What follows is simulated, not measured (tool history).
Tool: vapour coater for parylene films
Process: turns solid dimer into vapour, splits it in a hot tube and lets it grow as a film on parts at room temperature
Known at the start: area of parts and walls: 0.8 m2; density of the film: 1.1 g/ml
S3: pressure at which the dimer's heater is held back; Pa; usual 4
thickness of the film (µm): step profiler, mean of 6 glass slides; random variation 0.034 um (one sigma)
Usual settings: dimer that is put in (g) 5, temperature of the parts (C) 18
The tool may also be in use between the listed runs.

{"run": 1, "hour": 0.0, "dimer that is put in (g)": 5, "temperature of the parts (C)": 18, "S3": 4, "thickness of the film (µm)": 3.04}
{"run": 2, "hour": 31.2, "dimer that is put in (g)": 5, "temperature of the parts (C)": 18, "S3": 4, "thickness of the film (µm)": 3.09}
{"run": 3, "hour": 64.0, "dimer that is put in (g)": 5, "temperature of the parts (C)": 18, "S3": 4, "thickness of the film (µm)": 3}
{"run": 4, "hour": 98.3, "dimer that is put in (g)": 5, "temperature of the parts (C)": 18, "S3": 4, "thickness of the film (µm)": 3.01}
{"hour": 107.8, "done": "trap's valve overhauled"}
{"run": 5, "hour": 157.6, "dimer that is put in (g)": 5, "temperature of the parts (C)": 18, "S3": 4, "thickness of the film (µm)": 3.28}
{"run": 6, "hour": 212.8, "dimer that is put in (g)": 5, "temperature of the parts (C)": 18, "S3": 4, "thickness of the film (µm)": 3.2}
{"run": 7, "hour": 248.9, "dimer that is put in (g)": 5, "temperature of the parts (C)": 18, "S3": 4, "thickness of the film (µm)": 3.31}
{"run": 8, "hour": 311.5, "dimer that is put in (g)": 5, "temperature of the parts (C)": 18, "S3": 4, "thickness of the film (µm)": 3.29}
{"run": 9, "hour": 344.3, "dimer that is put in (g)": 5, "temperature of the parts (C)": 18, "S3": 4, "thickness of the film (µm)": 3.22}
{"run": 10, "hour": 399.5, "dimer that is put in (g)": 5, "temperature of the parts (C)": 18, "S3": 4, "thickness of the film (µm)": 3.24}
{"run": 11, "hour": 429.1, "dimer that is put in (g)": 3, "temperature of the parts (C)": 18, "S3": 4, "thickness of the film (µm)": 1.97}
{"run": 12, "hour": 465.0, "dimer that is put in (g)": 3, "temperature of the parts (C)": 18, "S3": 4, "thickness of the film (µm)": 1.91}
{"run": 13, "hour": 510.1, "dimer that is put in (g)": 3, "temperature of the parts (C)": 18, "S3": 4, "thickness of the film (µm)": 1.95}
{"run": 14, "hour": 564.5, "dimer that is put in (g)": 3, "temperature of the parts (C)": 18, "S3": 4, "thickness of the film (µm)": 1.9}
{"run": 15, "hour": 606.4, "dimer that is put in (g)": 5, "temperature of the parts (C)": 18, "S3": 4, "thickness of the film (µm)": 3.14}
{"run": 16, "hour": 656.2, "dimer that is put in (g)": 5, "temperature of the parts (C)": 18, "S3": 2.55, "thickness of the film (µm)": 3.33}
{"run": 17, "hour": 685.6, "dimer that is put in (g)": 5, "temperature of the parts (C)": 18, "S3": 2.55, "thickness of the film (µm)": 3.33}
{"run": 18, "hour": 711.7, "dimer that is put in (g)": 8, "temperature of the parts (C)": 13, "S3": 8.14, "thickness of the film (µm)": 5.79}
{"run": 19, "hour": 769.3, "dimer that is put in (g)": 3, "temperature of the parts (C)": 21, "S3": 2.6, "thickness of the film (µm)": 1.7}
{"run": 20, "hour": 806.1, "dimer that is put in (g)": 3, "temperature of the parts (C)": 21, "S3": 2.6, "thickness of the film (µm)": 1.66}
{"run": 21, "hour": 868.8, "dimer that is put in (g)": 5, "temperature of the parts (C)": 14, "S3": 4.19, "thickness of the film (µm)": 3.74}
{"run": 22, "hour": 918.6, "dimer that is put in (g)": 4, "temperature of the parts (C)": 18, "S3": 7.96, "thickness of the film (µm)": 2.25}
{"run": 23, "hour": 954.1, "dimer that is put in (g)": 5, "temperature of the parts (C)": 18, "S3": 5.22, "thickness of the film (µm)": 2.95}

Forecast run 24:
{"run": 24, "hour": 994.5, "dimer that is put in (g)": 5, "temperature of the parts (C)": 11, "S3": 8.64, "thickness of the film (µm)": "?"}

{"run 24": {"thickness of the film (µm)": 3.82}}
Without the tool's hidden state the same run would have given thickness of the film (µm) 4.33.

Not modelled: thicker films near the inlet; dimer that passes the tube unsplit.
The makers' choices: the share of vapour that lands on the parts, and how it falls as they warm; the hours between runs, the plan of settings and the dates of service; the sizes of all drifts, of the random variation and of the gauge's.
